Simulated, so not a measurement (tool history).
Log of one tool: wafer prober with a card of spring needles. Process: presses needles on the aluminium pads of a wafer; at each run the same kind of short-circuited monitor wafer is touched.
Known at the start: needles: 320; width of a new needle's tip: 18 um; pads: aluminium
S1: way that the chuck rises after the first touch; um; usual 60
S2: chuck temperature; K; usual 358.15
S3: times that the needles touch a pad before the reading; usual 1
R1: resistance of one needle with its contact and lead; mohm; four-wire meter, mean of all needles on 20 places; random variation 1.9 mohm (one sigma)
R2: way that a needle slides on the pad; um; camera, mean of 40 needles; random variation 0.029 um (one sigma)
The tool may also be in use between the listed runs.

{"run": 1, "hour": 0.0, "S1": 60, "S2": 358.15, "S3": 1, "R1": 288, "R2": 16.26}
{"hour": 8.0, "done": "tips cleaned on abrasive film"}
{"hour": 23.8, "done": "tips cleaned on abrasive film"}
{"hour": 43.6, "done": "tips cleaned on abrasive film"}
{"hour": 63.3, "done": "tips cleaned on abrasive film"}
{"hour": 79.2, "done": "tips cleaned on abrasive film"}
{"run": 2, "hour": 90.8, "S1": 60, "S2": 358.15, "S3": 1, "R1": 307, "R2": 16.04}
{"hour": 98.8, "done": "tips cleaned on abrasive film"}
{"hour": 114.6, "done": "tips cleaned on abrasive film"}
{"hour": 134.4, "done": "tips cleaned on abrasive film"}
{"hour": 154.2, "done": "tips cleaned on abrasive film"}
{"run": 3, "hour": 159.7, "S1": 60, "S2": 358.15, "S3": 1, "R1": 273, "R2": 15.99}
{"hour": 171.6, "done": "tips cleaned on abrasive film"}
{"hour": 191.4, "done": "tips cleaned on abrasive film"}
{"hour": 199.5, "done": "height of the first contact set anew"}
{"hour": 211.4, "done": "tips cleaned on abrasive film"}
{"hour": 227.3, "done": "tips cleaned on abrasive film"}
{"hour": 247.0, "done": "tips cleaned on abrasive film"}
{"run": 4, "hour": 255.7, "S1": 60, "S2": 358.15, "S3": 1, "R1": 288, "R2": 16.16}
{"hour": 263.7, "done": "tips cleaned on abrasive film"}
{"hour": 283.4, "done": "tips cleaned on abrasive film"}
{"hour": 299.3, "done": "tips cleaned on abrasive film"}
{"hour": 315.1, "done": "tips cleaned on abrasive film"}
{"run": 5, "hour": 327.3, "S1": 60, "S2": 392.15, "S3": 1, "R1": 315, "R2": 16.0}
{"hour": 331.4, "done": "tips cleaned on abrasive film"}
{"hour": 347.2, "done": "tips cleaned on abrasive film"}
{"hour": 367.0, "done": "tips cleaned on abrasive film"}
{"hour": 382.8, "done": "tips cleaned on abrasive film"}
{"hour": 402.6, "done": "tips cleaned on abrasive film"}
{"hour": 402.9, "done": "height of the first contact set anew"}
{"run": 6, "hour": 417.6, "S1": 60, "S2": 392.15, "S3": 1, "R1": 313, "R2": 16.22}
{"hour": 421.6, "done": "tips cleaned on abrasive film"}
{"hour": 437.4, "done": "tips cleaned on abrasive film"}
{"hour": 457.2, "done": "tips cleaned on abrasive film"}
{"hour": 473.0, "done": "tips cleaned on abrasive film"}
{"run": 7, "hour": 473.1, "S1": 60, "S2": 358.15, "S3": 1, "R1": 216, "R2": 16.1}
{"hour": 492.8, "done": "tips cleaned on abrasive film"}
{"hour": 512.5, "done": "tips cleaned on abrasive film"}
{"hour": 532.3, "done": "tips cleaned on abrasive film"}
{"run": 8, "hour": 546.0, "S1": 60, "S2": 358.15, "S3": 1, "R1": 315, "R2": 16.04}
{"hour": 550.1, "done": "tips cleaned on abrasive film"}
{"hour": 565.9, "done": "tips cleaned on abrasive film"}
{"hour": 585.7, "done": "tips cleaned on abrasive film"}
{"run": 9, "hour": 586.5, "S1": 60, "S2": 358.15, "S3": 1, "R1": 230, "R2": 15.91}
{"hour": 602.4, "done": "tips cleaned on abrasive film"}
{"hour": 606.6, "done": "height of the first contact set anew"}
{"hour": 618.5, "done": "tips cleaned on abrasive film"}
{"hour": 638.3, "done": "tips cleaned on abrasive film"}
{"hour": 654.1, "done": "tips cleaned on abrasive film"}
{"hour": 673.9, "done": "tips cleaned on abrasive film"}
{"run": 10, "hour": 676.4, "S1": 60, "S2": 358.15, "S3": 2, "R1": 237, "R2": 16.09}
{"hour": 692.2, "done": "tips cleaned on abrasive film"}
{"hour": 708.1, "done": "tips cleaned on abrasive film"}
{"hour": 727.8, "done": "tips cleaned on abrasive film"}
{"run": 11, "hour": 738.3, "S1": 60, "S2": 358.15, "S3": 2, "R1": 269, "R2": 16.04}
{"hour": 746.2, "done": "tips cleaned on abrasive film"}
{"hour": 766.0, "done": "tips cleaned on abrasive film"}
{"hour": 781.8, "done": "tips cleaned on abrasive film"}
{"hour": 797.7, "done": "tips cleaned on abrasive film"}
{"hour": 809.8, "done": "height of the first contact set anew"}
{"hour": 817.7, "done": "tips cleaned on abrasive film"}
{"run": 12, "hour": 826.8, "S1": 60, "S2": 358.15, "S3": 2, "R1": 266, "R2": 16.23}
{"hour": 834.8, "done": "tips cleaned on abrasive film"}
{"hour": 854.6, "done": "tips cleaned on abrasive film"}
{"hour": 874.3, "done": "tips cleaned on abrasive film"}
{"hour": 894.1, "done": "tips cleaned on abrasive film"}
{"hour": 913.9, "done": "tips cleaned on abrasive film"}
{"run": 13, "hour": 919.4, "S1": 41, "S2": 348.15, "S3": 2, "R1": 320, "R2": 10.91}
{"hour": 931.3, "done": "tips cleaned on abrasive film"}
{"hour": 951.1, "done": "tips cleaned on abrasive film"}
{"hour": 966.9, "done": "tips cleaned on abrasive film"}
{"run": 14, "hour": 975.8, "S1": 41, "S2": 348.15, "S3": 2, "R1": 331, "R2": 10.81}
{"hour": 983.8, "done": "tips cleaned on abrasive film"}
{"hour": 1003.5, "done": "tips cleaned on abrasive film"}
{"hour": 1011.7, "done": "height of the first contact set anew"}
{"hour": 1019.7, "done": "tips cleaned on abrasive film"}
{"hour": 1035.5, "done": "tips cleaned on abrasive film"}
{"run": 15, "hour": 1045.4, "S1": 74, "S2": 301.15, "S3": 1, "R1": 271, "R2": 19.97}
{"hour": 1053.4, "done": "tips cleaned on abrasive film"}
{"hour": 1073.1, "done": "tips cleaned on abrasive film"}
{"hour": 1092.9, "done": "tips cleaned on abrasive film"}
{"run": 16, "hour": 1093.2, "S1": 74, "S2": 301.15, "S3": 1, "R1": 207, "R2": 19.89}
{"hour": 1109.0, "done": "tips cleaned on abrasive film"}
{"hour": 1124.8, "done": "tips cleaned on abrasive film"}
{"hour": 1144.6, "done": "tips cleaned on abrasive film"}
{"hour": 1164.4, "done": "tips cleaned on abrasive film"}
{"run": 17, "hour": 1173.5, "S1": 69, "S2": 309.15, "S3": 1, "R1": 275, "R2": 18.38}
{"hour": 1181.4, "done": "tips cleaned on abrasive film"}
{"hour": 1197.3, "done": "tips cleaned on abrasive film"}
{"hour": 1213.3, "done": "height of the first contact set anew"}
{"hour": 1217.3, "done": "tips cleaned on abrasive film"}
{"hour": 1236.8, "done": "tips cleaned on abrasive film"}
{"run": 18, "hour": 1236.8, "S1": 69, "S2": 309.15, "S3": 1, "R1": 199, "R2": 18.62}
{"hour": 1256.6, "done": "tips cleaned on abrasive film"}
{"hour": 1272.4, "done": "tips cleaned on abrasive film"}
{"hour": 1292.2, "done": "tips cleaned on abrasive film"}
{"hour": 1308.0, "done": "tips cleaned on abrasive film"}
{"run": 19, "hour": 1315.9, "S1": 58, "S2": 352.15, "S3": 1, "R1": 310, "R2": 15.53}
{"hour": 1327.5, "done": "tips cleaned on abrasive film"}
{"hour": 1347.3, "done": "tips cleaned on abrasive film"}
{"hour": 1363.1, "done": "tips cleaned on abrasive film"}
{"run": 20, "hour": 1378.4, "S1": 58, "S2": 352.15, "S3": 1, "R1": 350, "R2": 15.45}
{"hour": 1382.4, "done": "tips cleaned on abrasive film"}
{"hour": 1402.2, "done": "tips cleaned on abrasive film"}
{"hour": 1414.3, "done": "height of the first contact set anew"}
{"hour": 1418.3, "done": "tips cleaned on abrasive film"}
{"hour": 1438.1, "done": "tips cleaned on abrasive film"}
{"run": 21, "hour": 1452.8, "S1": 60, "S2": 355.15, "S3": 2, "R1": 285, "R2": 16.14}
{"hour": 1456.8, "done": "tips cleaned on abrasive film"}
{"hour": 1476.6, "done": "tips cleaned on abrasive film"}
{"hour": 1496.3, "done": "tips cleaned on abrasive film"}
{"run": 22, "hour": 1500.8, "S1": 76, "S2": 304.15, "S3": 3, "R1": 212, "R2": 20.41}
{"hour": 1512.7, "done": "tips cleaned on abrasive film"}
{"hour": 1528.5, "done": "tips cleaned on abrasive film"}
{"hour": 1548.3, "done": "tips cleaned on abrasive film"}
{"hour": 1564.1, "done": "tips cleaned on abrasive film"}
{"run": 23, "hour": 1570.1, "S1": 76, "S2": 304.15, "S3": 3, "R1": 215, "R2": 20.27}
{"hour": 1582.0, "done": "tips cleaned on abrasive film"}
{"hour": 1597.9, "done": "tips cleaned on abrasive film"}
{"hour": 1613.7, "done": "tips cleaned on abrasive film"}
{"hour": 1617.9, "done": "height of the first contact set anew"}
{"run": 24, "hour": 1620.7, "S1": 62, "S2": 355.15, "S3": 2, "R1": 261, "R2": 16.81}

3 ways to go on from here, each from the tool as it stands after run 24. What would each give?
{"hour": 1632.6, "done": "tips cleaned on abrasive film"}
{"hour": 1652.4, "done": "tips cleaned on abrasive film"}
{"hour": 1672.1, "done": "tips cleaned on abrasive film"}
{"hour": 1691.9, "done": "tips cleaned on abrasive film"}
{"hour": 1711.6, "done": "tips cleaned on abrasive film"}
{"run": "A", "hour": 1712.2, "S1": 62, "S2": 355.15, "S3": 1, "R1": "?", "R2": "?"}
{"hour": 1632.6, "done": "tips cleaned on abrasive film"}
{"hour": 1652.4, "done": "tips cleaned on abrasive film"}
{"hour": 1672.1, "done": "tips cleaned on abrasive film"}
{"hour": 1691.9, "done": "tips cleaned on abrasive film"}
{"hour": 1711.6, "done": "tips cleaned on abrasive film"}
{"run": "B", "hour": 1712.2, "S1": 60, "S2": 334.15, "S3": 2, "R1": "?", "R2": "?"}
{"hour": 1632.6, "done": "tips cleaned on abrasive film"}
{"hour": 1652.4, "done": "tips cleaned on abrasive film"}
{"hour": 1672.1, "done": "tips cleaned on abrasive film"}
{"hour": 1691.9, "done": "tips cleaned on abrasive film"}
{"hour": 1711.6, "done": "tips cleaned on abrasive film"}
{"run": "C", "hour": 1712.2, "S1": 58, "S2": 305.15, "S3": 1, "R1": "?", "R2": "?"}

run=A R1=228 R2=16.63
run=B R1=214 R2=16.09
run=C R1=225 R2=15.55
Without the tool's hidden state the same runs would have given:
run=A R1=203 R2=16.80
run=B R1=196 R2=16.25
run=C R1=196 R2=15.71
